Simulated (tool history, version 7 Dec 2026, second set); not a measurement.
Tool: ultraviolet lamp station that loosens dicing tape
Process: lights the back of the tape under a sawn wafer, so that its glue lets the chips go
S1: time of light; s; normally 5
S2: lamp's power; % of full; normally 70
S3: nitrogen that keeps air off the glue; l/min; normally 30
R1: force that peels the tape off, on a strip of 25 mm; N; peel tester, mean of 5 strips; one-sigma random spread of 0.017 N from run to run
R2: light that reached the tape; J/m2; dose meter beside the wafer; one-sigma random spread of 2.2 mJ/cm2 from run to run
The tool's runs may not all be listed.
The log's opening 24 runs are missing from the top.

Run 25, hour 471.3: usual settings but S1 9 s, S2 62 % of full, S3 36 l/min. Result: R1 0.430 N, R2 2490 J/m2.
Run 26, hour 488.9: usual settings but S1 2 s, S2 87 % of full, S3 16 l/min. Result: R1 4.861 N, R2 760 J/m2.
Run 27, hour 505.1: usual settings but S1 2 s, S2 87 % of full, S3 16 l/min. Result: R1 4.979 N, R2 760 J/m2.
Run 28, hour 520.7: usual settings but S1 3 s. Result: R1 3.256 N, R2 910 J/m2.
Run 29, hour 540.5: usual settings but S1 3 s. Result: R1 3.355 N, R2 930 J/m2.
Run 30, hour 558.2: usual settings but S1 4 s, S2 61 % of full, S3 14 l/min. Result: R1 3.875 N, R2 1050 J/m2.
At hour 570.1: lamp changed.
Run 31, hour 577.9: usual settings but S1 3 s, S2 62 % of full, S3 34 l/min. Result: R1 2.691 N, R2 980 J/m2.
Run 32, hour 592.0: usual settings but S1 3 s, S2 80 % of full, S3 14 l/min. Result: R1 3.005 N, R2 1370 J/m2.
Run 33, hour 605.8: usual settings but S1 3 s, S2 80 % of full, S3 14 l/min. Result: R1 2.954 N, R2 1320 J/m2.
Run 34, hour 623.5: usual settings but S1 7 s, S2 96 % of full, S3 51 l/min. Result: R1 0.183 N, R2 3660 J/m2.
Run 35, hour 650.6: usual settings but S1 4 s, S2 64 % of full. Result: R1 1.753 N, R2 1370 J/m2.
Run 36, hour 671.8: usual settings but S1 8 s, S2 96 % of full, S3 47 l/min. Result: R1 0.166 N, R2 4160 J/m2.
Run 37, hour 697.1: usual settings but S3 19 l/min. Result: R1 1.350 N, R2 1870 J/m2.
Run 38, hour 722.7: usual settings but S3 19 l/min. Result: R1 1.386 N, R2 1830 J/m2.
Run 39, hour 749.0: usual settings but S2 61 % of full, S3 38 l/min. Result: R1 1.104 N, R2 1560 J/m2.
Run 40, hour 769.0: usual settings but S2 61 % of full, S3 38 l/min. Result: R1 1.148 N, R2 1560 J/m2.
Run 41, hour 792.4: usual settings but S2 92 % of full, S3 24 l/min. Result: R1 0.669 N, R2 2400 J/m2.
Run 42, hour 808.0: usual settings but S3 19 l/min. Result: R1 1.481 N, R2 1820 J/m2.

Each row is a separate what-if for the run after 42, all from the same tool condition, not one after another. Results?
Run A, hour 826.2: usual settings but S3 13 l/min. Result: R1 ?, R2 ?.
Run B, hour 826.2: usual settings but S1 2 s, S2 92 % of full, S3 48 l/min. Result: R1 ?, R2 ?.
Run C, hour 826.2: usual settings but S1 2 s. Result: R1 ?, R2 ?.

run     R1    R2
  A  1.862  1810
  B  2.632   960
  C  4.282   720
With the hidden condition removed and each run's random variation left untouched, the same runs would have given:
run     R1    R2
  A  1.511  2030
  B  2.207  1080
  C  3.799   800
